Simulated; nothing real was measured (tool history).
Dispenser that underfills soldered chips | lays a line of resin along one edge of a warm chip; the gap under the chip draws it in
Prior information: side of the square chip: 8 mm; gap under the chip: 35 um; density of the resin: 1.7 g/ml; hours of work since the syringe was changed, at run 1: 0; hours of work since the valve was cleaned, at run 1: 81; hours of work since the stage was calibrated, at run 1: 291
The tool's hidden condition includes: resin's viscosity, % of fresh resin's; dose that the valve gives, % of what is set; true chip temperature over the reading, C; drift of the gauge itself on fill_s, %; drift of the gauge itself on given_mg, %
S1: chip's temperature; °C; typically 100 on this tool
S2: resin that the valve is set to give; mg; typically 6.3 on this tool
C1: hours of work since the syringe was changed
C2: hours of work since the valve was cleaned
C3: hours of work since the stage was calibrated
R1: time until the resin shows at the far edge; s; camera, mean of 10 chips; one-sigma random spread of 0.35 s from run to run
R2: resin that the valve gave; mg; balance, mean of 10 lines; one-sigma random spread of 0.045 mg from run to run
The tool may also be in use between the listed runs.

run  hour   S1    S2  C1   C2   C3    R1    R2
  1     0  100   6.3   0   81  291    20  5.89
  2  13.3  100  7.21   9   89  299  28.2  6.69
     17.6  -- new syringe of resin
  3  25.2  100  7.21   5   97  307  23.2  6.57
     35.5  -- new syringe of resin
  4  38.8  100  7.21   2  105  315  21.1  6.71
  5  47.1  100  7.21   7  111  321  25.9  6.53
     53.6  -- new syringe of resin
  6  54.3  114   6.3   0  115  325  12.3  5.66
  7  62.1  114   6.3   6  120  330  15.8  5.59
  8  68.2  100   6.3   9  124  334  28.9  5.65
     71.7  -- new syringe of resin
  9  77.3  100   6.3   4  130  340  22.4  5.53
 10    85  114  7.79   9  135  345  17.1  6.82

The next listed run, before its measurement:
      89.8  -- new syringe of resin
        93  -- dispensing valve cleaned and set on the balance
      94.9  -- stage's temperature calibrated
 11  100.1  100  5.87   5   4   3   ?   ?

R1: 23.1 s
R2: 5.82 mg
With the hidden condition absent and the run-to-run variation left alone, this run would have shown R1 18.4 s, R2 5.83 mg.
